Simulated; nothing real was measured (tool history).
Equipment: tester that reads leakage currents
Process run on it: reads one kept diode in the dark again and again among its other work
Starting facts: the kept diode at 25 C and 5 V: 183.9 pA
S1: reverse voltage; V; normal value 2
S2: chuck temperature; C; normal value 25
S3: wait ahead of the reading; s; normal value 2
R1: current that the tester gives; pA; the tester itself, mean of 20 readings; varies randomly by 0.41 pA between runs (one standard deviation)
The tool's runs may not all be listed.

| run | hour | S1 | S2 | S3 | R1 |
|---|---|---|---|---|---|
| 1 | 0 | 2 | 25 | 2 | 137.33 |
| 2 | 139.9 | 7.93 | 25 | 2 | 214.05 |
| 3 | 352.5 | 2.79 | 25 | 2 | 152.3 |
| 4 | 563 | 2.79 | 25 | 2 | 152.08 |
| 5 | 656.8 | 4.78 | 25 | 2 | 181.46 |
| 6 | 744.8 | 4.78 | 25 | 2 | 182.53 |
| 7 | 871.1 | 4.78 | 25 | 2 | 181.59 |
| 8 | 1020 | 2 | 25 | 2 | 137.32 |
| 9 | 1217.4 | 2 | 25 | 2 | 136.51 |
| 10 | 1348.9 | 2 | 25 | 2 | 136.92 |
| 11 | 1481.3 | 2 | 25 | 2.61 | 137.26 |
| 12 | 1678 | 2 | 25 | 0.41 | 137.51 |
| 13 | 1804.6 | 6.51 | 25 | 2 | 201.31 |
| 14 | 1993.7 | 1.26 | 25 | 2 | 117.78 |
| 15 | 2134 | 1.26 | 25 | 2 | 118.75 |
| 16 | 2225.2 | 2 | 25 | 4.93 | 137.22 |
| 17 | 2331.9 | 2 | 25 | 4.93 | 137.92 |
| 18 | 2429.1 | 2 | 25 | 4.93 | 137.21 |
| 19 | 2541.5 | 2 | 25 | 1.04 | 137.43 |
|  | 2579.5 | chuck's temperature calibrated |
| 20 | 2756.5 | 2 | 49 | 1.04 | 738.82 |
| 21 | 2919.9 | 1.55 | 44 | 2.09 | 491.21 |
| 22 | 3023.2 | 8.2 | 44 | 2.63 | 840.41 |
| 23 | 3152.9 | 6.3 | 23 | 0.41 | 171.94 |
| 24 | 3252.2 | 2.82 | 57 | 4.4 | 1381.4 |
|  | 3313.2 | tester calibrated |
| 25 | 3465.8 | 6.59 | 57 | 1.6 | 1816.92 |
| 26 | 3563.8 | 6.06 | 30 | 4.61 | 283.97 |
| 27 | 3736.2 | 1.58 | 30 | 4.61 | 184.81 |
| 28 | 3881 | 1.58 | 30 | 4.61 | 184.47 |
| 29 | 4091 | 10.23 | 23 | 4.61 | 199.69 |
| 30 | 4221.2 | 2 | 37 | 0.56 | 331.6 |
| 31 | 4409.9 | 2.06 | 38 | 4.35 | 357.02 |
|  | 4539.8 | probe card cleaned and baked |
| 32 | 4598.8 | 1.62 | 25 | 6.27 | 127.64 |
| 33 | 4799.2 | 2.32 | 25 | 2 | 143.39 |
| 34 | 4924.3 | 2.36 | 49 | 0.37 | 786.31 |
| 35 | 5034.8 | 3.13 | 43 | 4.12 | 576.65 |
| 36 | 5227.5 | 3.13 | 43 | 4.12 | 576.9 |
| 37 | 5354.4 | 3.13 | 50 | 3.13 | 919.1 |
| 38 | 5451.8 | 3.13 | 50 | 3.13 | 918.16 |
| 39 | 5569.5 | 3.13 | 50 | 3.13 | 913.23 |

What if the next run were any one of these 4? Each begins from the tool's condition after run 39:
| A | 5722.2 | 5.72 | 50 | 0.38 | ? |
| B | 5722.2 | 1.61 | 50 | 3.13 | ? |
| C | 5722.2 | 3.13 | 45 | 3.13 | ? |
| D | 5722.2 | 3.13 | 44 | 2.99 | ? |

| run | R1 |
|---|---|
| A | 1111.44 |
| B | 737.02 |
| C | 660.61 |
| D | 616.93 |
What these runs would have given with no unlogged condition in the tool:
| run | R1 |
|---|---|
| A | 1110.69 |
| B | 736.52 |
| C | 660.15 |
| D | 616.49 |
